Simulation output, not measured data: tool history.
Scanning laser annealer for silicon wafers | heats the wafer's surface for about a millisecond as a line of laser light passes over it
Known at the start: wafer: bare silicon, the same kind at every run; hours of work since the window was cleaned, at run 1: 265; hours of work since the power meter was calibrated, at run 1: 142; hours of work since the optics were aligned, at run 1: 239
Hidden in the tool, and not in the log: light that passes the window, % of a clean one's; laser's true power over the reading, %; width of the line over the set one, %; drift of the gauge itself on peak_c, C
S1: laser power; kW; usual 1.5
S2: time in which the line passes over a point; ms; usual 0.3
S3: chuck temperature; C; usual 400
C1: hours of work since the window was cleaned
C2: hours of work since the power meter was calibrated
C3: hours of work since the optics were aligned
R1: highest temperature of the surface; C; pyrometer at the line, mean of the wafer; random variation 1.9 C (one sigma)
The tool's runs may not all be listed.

run   hour     S1     S2   S3   C1   C2   C3    R1
  1      0    1.5    0.3  400  265  142  239  1168
  2   18.8    1.5  0.234  400  273  150  247  1080
  3   49.2    1.5  0.234  400  286  163  260  1076
  4   84.3    1.5  0.234  400  301  178  275  1073
  5  124.9    1.5    0.3  400  318  195  292  1165
  6  147.2    1.5    0.3  400  328  205  301  1165
  7  175.3    1.5    0.3  400  340  217  313  1162
  8  215.9  1.601    0.3  400  357  234  331  1225
  9  258.7  1.601    0.3  400  375  252  349  1224
 10  278.3    1.5    0.3  400  384  260  357  1159
 11  316.1    1.5    0.3  400  400  276  373  1159
 12  342.1    1.5    0.3  400  411  287  384  1155
 13  370.3    1.5    0.3  391  423  299  396  1146
 14  404.8    1.5    0.3  391  437  314  411  1144
 15  432.6    1.5    0.3  391  449  326  423  1143
 16  462.6    1.5  0.214  400  462  339  435  1037
 17    492  1.369  0.221  391  474  351  448   967
 18  536.7  1.369  0.221  391  493  370  467   965
 19  573.3  1.369  0.221  391  509  386  482   965
 20  592.1  1.369  0.221  391  517  394  491   966
 21  613.6    1.5  0.254  400  526  403  500  1088
 22    659    1.5  0.299  378  545  422  519  1121
 23  679.8    1.5  0.369  378  554  431  528  1203
 24  717.3  1.434  0.289  437  570  447  544  1124
 25    763    1.5   0.24  400  589  466  563  1066
 26  799.3  1.637    0.3  410  605  482  578  1236
 27  824.8  1.533  0.312  383  616  493  589  1159
     844.5  -- window over the wafer cleaned
 28  859.7  1.422  0.221  375    6  507  603   991
 29  892.4  1.397  0.221  375   20  520  617   975
 30  919.3    1.5    0.3  382   32  532  629  1146
 31  960.8  1.529  0.376  393   49  549  646  1268
 32    989    1.5  0.302  403   61  561  658  1168

3 ways to go on from here, each from the tool as it stands after run 32. What would each give?
  A  1015    1.5  0.211  403  72  572  669   ?
  B  1015  1.554  0.219  430  72  572  669   ?
  C  1015    1.5  0.314  388  72  572  669   ?

run    R1
  A  1043
  B  1110
  C  1167
Without the tool's hidden state the same runs would have given:
run    R1
  A  1068
  B  1137
  C  1197
